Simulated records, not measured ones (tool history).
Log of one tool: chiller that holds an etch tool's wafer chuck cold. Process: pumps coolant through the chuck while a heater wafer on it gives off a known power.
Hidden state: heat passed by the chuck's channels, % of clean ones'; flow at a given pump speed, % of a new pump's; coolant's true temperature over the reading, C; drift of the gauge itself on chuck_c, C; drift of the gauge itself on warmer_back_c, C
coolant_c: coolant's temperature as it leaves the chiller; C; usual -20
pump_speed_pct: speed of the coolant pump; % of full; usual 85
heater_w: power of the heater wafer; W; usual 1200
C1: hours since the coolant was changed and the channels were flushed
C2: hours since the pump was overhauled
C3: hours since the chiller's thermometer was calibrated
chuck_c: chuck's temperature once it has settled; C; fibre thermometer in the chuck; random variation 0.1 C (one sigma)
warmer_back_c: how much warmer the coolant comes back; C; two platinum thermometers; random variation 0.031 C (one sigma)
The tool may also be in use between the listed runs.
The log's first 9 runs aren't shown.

Run 10, hour 286.6: usual settings but pump_speed_pct 91 % of full; C1 5066; C2 2077; C3 1768. Result: chuck_c -12.2 C, warmer_back_c 2.31 C.
Run 11, hour 327.6: usual settings but pump_speed_pct 91 % of full, heater_w 1125 W; C1 5108; C2 2119; C3 1810. Result: chuck_c -12.5 C, warmer_back_c 2.21 C.
Run 12, hour 372.4: usual settings but pump_speed_pct 91 % of full, heater_w 1125 W; C1 5152; C2 2163; C3 1854. Result: chuck_c -12.6 C, warmer_back_c 2.19 C.
Run 13, hour 400.4: usual settings but pump_speed_pct 91 % of full, heater_w 1125 W; C1 5180; C2 2191; C3 1882. Result: chuck_c -12.6 C, warmer_back_c 2.17 C.
Run 14, hour 425.6: usual settings but heater_w 1290 W; C1 5206; C2 2217; C3 1908. Result: chuck_c -10.8 C, warmer_back_c 2.66 C.
Run 15, hour 462: usual settings but heater_w 1290 W; C1 5242; C2 2253; C3 1944. Result: chuck_c -11.1 C, warmer_back_c 2.69 C.
Run 16, hour 500.7: usual settings but pump_speed_pct 65 % of full; C1 5281; C2 2292; C3 1983. Result: chuck_c -9 C, warmer_back_c 3.28 C.
Run 17, hour 535.3: usual settings but coolant_c -15 C, pump_speed_pct 83 % of full, heater_w 1574 W; C1 5315; C2 2326; C3 2017. Result: chuck_c -3.8 C, warmer_back_c 3.39 C.
Run 18, hour 562.5: usual settings but heater_w 833 W; C1 5342; C2 2353; C3 2044. Result: chuck_c -13.9 C, warmer_back_c 1.8 C.
Run 19, hour 603.9: usual settings but coolant_c -21 C, heater_w 833 W; C1 5384; C2 2395; C3 2086. Result: chuck_c -15.1 C, warmer_back_c 1.78 C.
Run 20, hour 641.5: usual settings but coolant_c -10 C, pump_speed_pct 81 % of full, heater_w 780 W; C1 5421; C2 2432; C3 2123. Result: chuck_c -3.9 C, warmer_back_c 1.73 C.
Run 21, hour 684.7: usual settings but coolant_c -12 C, pump_speed_pct 90 % of full, heater_w 811 W; C1 5465; C2 2476; C3 2167. Result: chuck_c -6.3 C, warmer_back_c 1.6 C.
Run 22, hour 721.4: usual settings but coolant_c -18 C; C1 5501; C2 2512; C3 2203. Result: chuck_c -9.3 C, warmer_back_c 2.51 C.
Run 23, hour 744: usual settings but coolant_c -18 C, pump_speed_pct 77 % of full, heater_w 806 W; C1 5524; C2 2535; C3 2226. Result: chuck_c -11.5 C, warmer_back_c 1.83 C.
Run 24, hour 786.6: usual settings but coolant_c -22 C, heater_w 883 W; C1 5567; C2 2578; C3 2269. Result: chuck_c -15.3 C, warmer_back_c 1.88 C.
Run 25, hour 806: usual settings but coolant_c -22 C, heater_w 883 W; C1 5586; C2 2597; C3 2288. Result: chuck_c -15.4 C, warmer_back_c 1.85 C.
Run 26, hour 841.4: usual settings but coolant_c -22 C, heater_w 883 W; C1 5621; C2 2632; C3 2323. Result: chuck_c -15.4 C, warmer_back_c 1.85 C.
Run 27, hour 861: usual settings but coolant_c -11 C, pump_speed_pct 88 % of full, heater_w 1628 W; C1 5641; C2 2652; C3 2343. Result: chuck_c 0.2 C, warmer_back_c 3.35 C.
Run 28, hour 881.8: usual settings but coolant_c -11 C, pump_speed_pct 88 % of full, heater_w 1628 W; C1 5662; C2 2673; C3 2364. Result: chuck_c 0.4 C, warmer_back_c 3.27 C.
Run 29, hour 914.2: usual settings but coolant_c -11 C, pump_speed_pct 88 % of full, heater_w 1628 W; C1 5694; C2 2705; C3 2396. Result: chuck_c 0.1 C, warmer_back_c 3.28 C.
Run 30, hour 946: usual settings but coolant_c -11 C, pump_speed_pct 84 % of full, heater_w 873 W; C1 5726; C2 2737; C3 2428. Result: chuck_c -4.5 C, warmer_back_c 1.79 C.
Run 31, hour 965.8: usual settings but coolant_c -11 C, pump_speed_pct 84 % of full, heater_w 873 W; C1 5746; C2 2757; C3 2448. Result: chuck_c -4.4 C, warmer_back_c 1.78 C.
Run 32, hour 995.6: usual settings but coolant_c -22 C, pump_speed_pct 91 % of full, heater_w 773 W; C1 5776; C2 2787; C3 2478. Result: chuck_c -16.6 C, warmer_back_c 1.49 C.

Forecast each of these 3 alternatives for the next run:
Run A, hour 1041: usual settings but coolant_c -14 C, pump_speed_pct 72 % of full; C1 5821; C2 2832; C3 2523. Result: chuck_c ?, warmer_back_c ?.
Run B, hour 1041: usual settings but coolant_c -28 C, pump_speed_pct 79 % of full, heater_w 1096 W; C1 5821; C2 2832; C3 2523. Result: chuck_c ?, warmer_back_c ?.
Run C, hour 1041: usual settings but pump_speed_pct 90 % of full; C1 5821; C2 2832; C3 2523. Result: chuck_c ?, warmer_back_c ?.

run  chuck_c  warmer_back_c
  A     -3.8              3
  B    -19.3           2.49
  C    -11.7           2.37
Without the tool's hidden state the same runs would have given:
run  chuck_c  warmer_back_c
  A     -5.9           2.89
  B    -21.2            2.4
  C    -13.6           2.29

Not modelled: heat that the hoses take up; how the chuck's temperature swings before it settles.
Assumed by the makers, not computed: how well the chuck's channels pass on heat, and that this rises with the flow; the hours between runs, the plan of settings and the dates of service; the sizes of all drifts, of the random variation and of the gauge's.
